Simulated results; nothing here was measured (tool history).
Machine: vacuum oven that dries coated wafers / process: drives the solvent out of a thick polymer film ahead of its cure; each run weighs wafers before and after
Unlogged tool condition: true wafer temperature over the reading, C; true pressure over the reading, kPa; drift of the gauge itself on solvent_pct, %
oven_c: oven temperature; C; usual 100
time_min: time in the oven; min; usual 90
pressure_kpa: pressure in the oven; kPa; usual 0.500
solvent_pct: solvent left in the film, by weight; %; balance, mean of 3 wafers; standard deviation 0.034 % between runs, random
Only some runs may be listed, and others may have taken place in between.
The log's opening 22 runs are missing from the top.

run,hour,oven_c,time_min,pressure_kpa,hours of work since the thermocouples were calibrated,hours of work since the vacuum gauge was cleaned of residue,solvent_pct
23,959.6,100,90,0.500,688,688,1.69
24,990.4,100,90,0.500,704,704,1.69
25,1025.3,100,84,1.010,723,723,2.34
26,1071.5,100,55,0.534,747,747,3.51
27,1114.8,100,101,0.319,769,769,1.24
28,1155.9,100,92,0.500,790,790,1.64
29,1199.7,92,114,0.280,813,813,1.85
30,1238.2,92,58,1.153,833,833,5.41
31,1296.3,105,90,0.887,863,863,1.44
32,1333.6,86,47,0.343,883,883,6.96
33,1382.5,114,84,0.730,908,908,0.68
34,1430.2,114,84,0.730,933,933,0.73
35,1474.9,105,57,0.328,956,956,2.41
36,1503.3,111,90,0.847,971,971,0.94
37,1531.2,108,51,0.847,986,986,2.66
38,1570.0,108,51,0.847,1006,1006,2.68
39,1629.1,108,51,0.847,1036,1036,2.75
40,1690.3,97,90,0.332,1068,1068,1.95
41,1754.5,97,90,0.272,1102,1102,1.88
42,1817.0,97,90,0.272,1134,1134,1.94
43,1859.0,100,120,0.500,1156,1156,1.02
44,1889.9,100,120,0.500,1172,1172,1.01
45,1948.9,108,90,0.600,1203,1203,0.92
46,1983.2,108,52,0.487,1220,1220,2.42
47,2014.4,104,51,1.623,1237,1237,3.93

Alternative continuations, all from the tool just after run 47; predict every row:
A,2065.6,104,90,0.500,1263,1263,?
B,2065.6,100,131,0.272,1263,1263,?
C,2065.6,98,50,0.531,1263,1263,?

run,solvent_pct
A,1.27
B,0.74
C,4.37
Had the tool no hidden state, the same runs would have come out as:
run,solvent_pct
A,1.27
B,0.73
C,4.37
